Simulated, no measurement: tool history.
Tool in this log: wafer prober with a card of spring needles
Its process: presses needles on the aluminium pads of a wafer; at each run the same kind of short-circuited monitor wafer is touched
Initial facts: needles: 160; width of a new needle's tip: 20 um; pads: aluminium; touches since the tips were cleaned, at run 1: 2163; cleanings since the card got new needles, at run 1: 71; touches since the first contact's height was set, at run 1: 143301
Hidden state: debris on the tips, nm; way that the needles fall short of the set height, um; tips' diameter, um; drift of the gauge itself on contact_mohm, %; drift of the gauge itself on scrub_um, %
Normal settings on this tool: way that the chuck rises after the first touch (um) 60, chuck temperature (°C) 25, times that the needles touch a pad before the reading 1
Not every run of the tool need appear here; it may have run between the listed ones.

run   hour  way that the chuck rises after the first touch (um)  chuck temperature (°C)  times that the needles touch a pad before the reading  touches since the tips were cleaned  cleanings since the card got new needles  touches since the first contact's height was set  resistance of one needle with its contact and lead (mohm)  way that a needle slides on the pad (um)
  1    0.0                                                   60                      25                                                      1                                 2163                                        71                                            143301                                                        281                                      7.70
      15.9  -- tips cleaned on abrasive film
      40.1  -- tips cleaned on abrasive film
  2   46.4                                                   60                      25                                                      1                                 2126                                        73                                            158865                                                        288                                      7.65
      65.4  -- tips cleaned on abrasive film
      88.8  -- tips cleaned on abrasive film
  3   88.8                                                   60                      25                                                      1                                    0                                        75                                            173074                                                        234                                      7.64
     113.7  -- tips cleaned on abrasive film
  4  133.5                                                   74                      25                                                      1                                 6682                                        76                                            188095                                                        306                                      9.42
     136.5  -- tips cleaned on abrasive film
     163.1  -- tips cleaned on abrasive film
  5  167.5                                                   60                      35                                                      1                                 1512                                        78                                            199485                                                        283                                      7.57
     187.0  -- tips cleaned on abrasive film
  6  202.8                                                   60                      35                                                      1                                 5346                                        79                                            211339                                                        353                                      7.56
     209.6  -- tips cleaned on abrasive film
     221.1  -- height of the first contact set anew
     234.5  -- tips cleaned on abrasive film
  7  234.5                                                   60                      25                                                      1                                    0                                        81                                              4492                                                        239                                      7.86
     261.7  -- tips cleaned on abrasive film
     284.2  -- tips cleaned on abrasive film
  8  290.3                                                   60                      25                                                      1                                 2041                                        83                                             23194                                                        292                                      7.83
     308.7  -- tips cleaned on abrasive film
  9  316.5                                                   50                      39                                                      2                                 2626                                        84                                             31979                                                        300                                      6.53
     331.5  -- tips cleaned on abrasive film
     356.7  -- tips cleaned on abrasive film
 10  367.6                                                   50                      39                                                      2                                 3674                                        86                                             49126                                                        304                                      6.48
     379.1  -- tips cleaned on abrasive film
     402.0  -- tips cleaned on abrasive film
     424.0  -- tips cleaned on abrasive film
 11  424.6                                                   49                     110                                                      2                                  190                                        89                                             68228                                                        261                                      6.36
     446.6  -- tips cleaned on abrasive film
     472.7  -- tips cleaned on abrasive film
 12  482.4                                                   74                      99                                                      2                                 3258                                        91                                             87625                                                        269                                      9.59
     496.4  -- tips cleaned on abrasive film
     523.2  -- tips cleaned on abrasive film
 13  539.4                                                   74                      99                                                      2                                 5441                                        93                                            106741                                                        281                                      9.57
     547.4  -- tips cleaned on abrasive film
     569.9  -- tips cleaned on abrasive film
     593.8  -- tips cleaned on abrasive film
 14  599.0                                                   60                      60                                                      1                                 1762                                        96                                            126728                                                        290                                      7.65
     617.2  -- tips cleaned on abrasive film
 15  626.2                                                   67                     108                                                      1                                 3033                                        97                                            135850                                                        309                                      8.56
     640.8  -- tips cleaned on abrasive film
     663.1  -- tips cleaned on abrasive film
 16  681.0                                                   43                      93                                                      2                                 6017                                        99                                            154231                                                        385                                      5.41

What if the next run were any one of these 5? Each begins from the tool's condition after run 16:
     688.4  -- tips cleaned on abrasive film
     712.3  -- tips cleaned on abrasive film
  A  728.5                                                   49                     112                                                      1                                 5454                                       101                                            170146                                                          ?                                         ?
     688.4  -- tips cleaned on abrasive film
     712.3  -- tips cleaned on abrasive film
  B  728.5                                                   57                      93                                                      2                                 5454                                       101                                            170146                                                          ?                                         ?
     688.4  -- tips cleaned on abrasive film
     712.3  -- tips cleaned on abrasive film
  C  728.5                                                   69                      58                                                      1                                 5454                                       101                                            170146                                                          ?                                         ?
     688.4  -- tips cleaned on abrasive film
     712.3  -- tips cleaned on abrasive film
  D  728.5                                                   65                      41                                                      1                                 5454                                       101                                            170146                                                          ?                                         ?
     688.4  -- tips cleaned on abrasive film
     712.3  -- tips cleaned on abrasive film
  E  728.5                                                   60                      25                                                      1                                 5454                                       101                                            170146                                                          ?                                         ?

run  resistance of one needle with its contact and lead (mohm)  way that a needle slides on the pad (um)
  A                                                        418                                      6.15
  B                                                        322                                      7.25
  C                                                        331                                      8.80
  D                                                        341                                      8.28
  E                                                        363                                      7.60
The same runs, with their run-to-run variation unchanged, on a tool lacking any hidden condition would have given:
run  resistance of one needle with its contact and lead (mohm)  way that a needle slides on the pad (um)
  A                                                        244                                      6.39
  B                                                        240                                      7.50
  C                                                        230                                      9.05
  D                                                        225                                      8.53
  E                                                        224                                      7.85
